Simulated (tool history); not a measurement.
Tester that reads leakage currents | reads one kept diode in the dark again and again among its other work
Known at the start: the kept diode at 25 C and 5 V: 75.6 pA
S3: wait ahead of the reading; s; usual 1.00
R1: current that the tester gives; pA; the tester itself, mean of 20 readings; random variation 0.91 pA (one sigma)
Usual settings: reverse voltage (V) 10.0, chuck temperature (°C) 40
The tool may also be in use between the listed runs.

run 1 hour=0.0 | reverse_voltage_(V)=10.0 chuck_temperature_(°C)=40 S3=1.00 | R1=305.48
run 2 hour=120.4 | reverse_voltage_(V)=12.8 chuck_temperature_(°C)=40 S3=1.00 | R1=340.84
run 3 hour=224.8 | reverse_voltage_(V)=12.8 chuck_temperature_(°C)=40 S3=1.00 | R1=342.87
run 4 hour=354.1 | reverse_voltage_(V)=12.8 chuck_temperature_(°C)=40 S3=1.00 | R1=342.65
run 5 hour=447.5 | reverse_voltage_(V)=1.0 chuck_temperature_(°C)=40 S3=1.00 | R1=98.21
run 6 hour=568.1 | reverse_voltage_(V)=1.0 chuck_temperature_(°C)=40 S3=1.00 | R1=99.16
run 7 hour=660.8 | reverse_voltage_(V)=1.0 chuck_temperature_(°C)=40 S3=1.00 | R1=98.24
run 8 hour=738.6 | reverse_voltage_(V)=10.0 chuck_temperature_(°C)=40 S3=1.00 | R1=304.22
run 9 hour=854.9 | reverse_voltage_(V)=10.0 chuck_temperature_(°C)=40 S3=1.00 | R1=303.18
run 10 hour=920.3 | reverse_voltage_(V)=10.0 chuck_temperature_(°C)=40 S3=1.00 | R1=302.23
run 11 hour=1027.6 | reverse_voltage_(V)=10.0 chuck_temperature_(°C)=40 S3=1.00 | R1=304.05
run 12 hour=1142.0 | reverse_voltage_(V)=15.8 chuck_temperature_(°C)=40 S3=1.00 | R1=378.87
run 13 hour=1267.2 | reverse_voltage_(V)=15.8 chuck_temperature_(°C)=40 S3=1.00 | R1=378.52
run 14 hour=1413.1 | reverse_voltage_(V)=15.8 chuck_temperature_(°C)=40 S3=1.00 | R1=380.38
run 15 hour=1517.0 | reverse_voltage_(V)=10.0 chuck_temperature_(°C)=30 S3=1.00 | R1=155.53
run 16 hour=1586.0 | reverse_voltage_(V)=10.0 chuck_temperature_(°C)=29 S3=1.00 | R1=144.71
run 17 hour=1667.4 | reverse_voltage_(V)=10.0 chuck_temperature_(°C)=40 S3=1.00 | R1=303.64
run 18 hour=1767.7 | reverse_voltage_(V)=8.4 chuck_temperature_(°C)=40 S3=1.00 | R1=277.91
run 19 hour=1877.5 | reverse_voltage_(V)=10.0 chuck_temperature_(°C)=30 S3=1.00 | R1=155.58
run 20 hour=1983.7 | reverse_voltage_(V)=16.5 chuck_temperature_(°C)=46 S3=1.00 | R1=570.85
run 21 hour=2055.2 | reverse_voltage_(V)=10.0 chuck_temperature_(°C)=55 S3=1.00 | R1=770.68
run 22 hour=2141.1 | reverse_voltage_(V)=1.9 chuck_temperature_(°C)=40 S3=6.04 | R1=134.39
run 23 hour=2239.9 | reverse_voltage_(V)=8.3 chuck_temperature_(°C)=46 S3=6.04 | R1=405.30
run 24 hour=2329.5 | reverse_voltage_(V)=6.7 chuck_temperature_(°C)=40 S3=1.00 | R1=249.48
run 25 hour=2424.0 | reverse_voltage_(V)=10.0 chuck_temperature_(°C)=29 S3=0.39 | R1=150.68
run 26 hour=2494.3 | reverse_voltage_(V)=10.0 chuck_temperature_(°C)=29 S3=0.39 | R1=151.72
run 27 hour=2641.9 | reverse_voltage_(V)=5.7 chuck_temperature_(°C)=31 S3=1.00 | R1=126.17
run 28 hour=2709.7 | reverse_voltage_(V)=3.6 chuck_temperature_(°C)=28 S3=9.27 | R1=80.12
run 29 hour=2774.4 | reverse_voltage_(V)=1.7 chuck_temperature_(°C)=29 S3=9.62 | R1=59.63
run 30 hour=2923.7 | reverse_voltage_(V)=3.7 chuck_temperature_(°C)=29 S3=9.62 | R1=87.52
run 31 hour=3049.9 | reverse_voltage_(V)=3.7 chuck_temperature_(°C)=29 S3=9.62 | R1=87.87
run 32 hour=3143.2 | reverse_voltage_(V)=2.5 chuck_temperature_(°C)=29 S3=9.62 | R1=72.05
run 33 hour=3257.8 | reverse_voltage_(V)=15.6 chuck_temperature_(°C)=40 S3=2.89 | R1=374.85
run 34 hour=3376.2 | reverse_voltage_(V)=15.6 chuck_temperature_(°C)=40 S3=2.89 | R1=374.76
run 35 hour=3447.9 | reverse_voltage_(V)=4.5 chuck_temperature_(°C)=22 S3=0.63 | R1=60.46
run 36 hour=3543.7 | reverse_voltage_(V)=4.5 chuck_temperature_(°C)=57 S3=1.77 | R1=589.66

Not shown: 2 entries that the log had between the listed runs. Between which runs, and how does the tool's hidden state differ before and after?
Between runs 7 and 8: chuck's temperature calibrated (hour 675.6)
  true chuck temperature over the reading, C: 0.01 -> 0
Between runs 16 and 17: probe card cleaned and baked (hour 1598.2)
  stray current of the dirty probe card, pA a volt: 0.028 -> 0.02

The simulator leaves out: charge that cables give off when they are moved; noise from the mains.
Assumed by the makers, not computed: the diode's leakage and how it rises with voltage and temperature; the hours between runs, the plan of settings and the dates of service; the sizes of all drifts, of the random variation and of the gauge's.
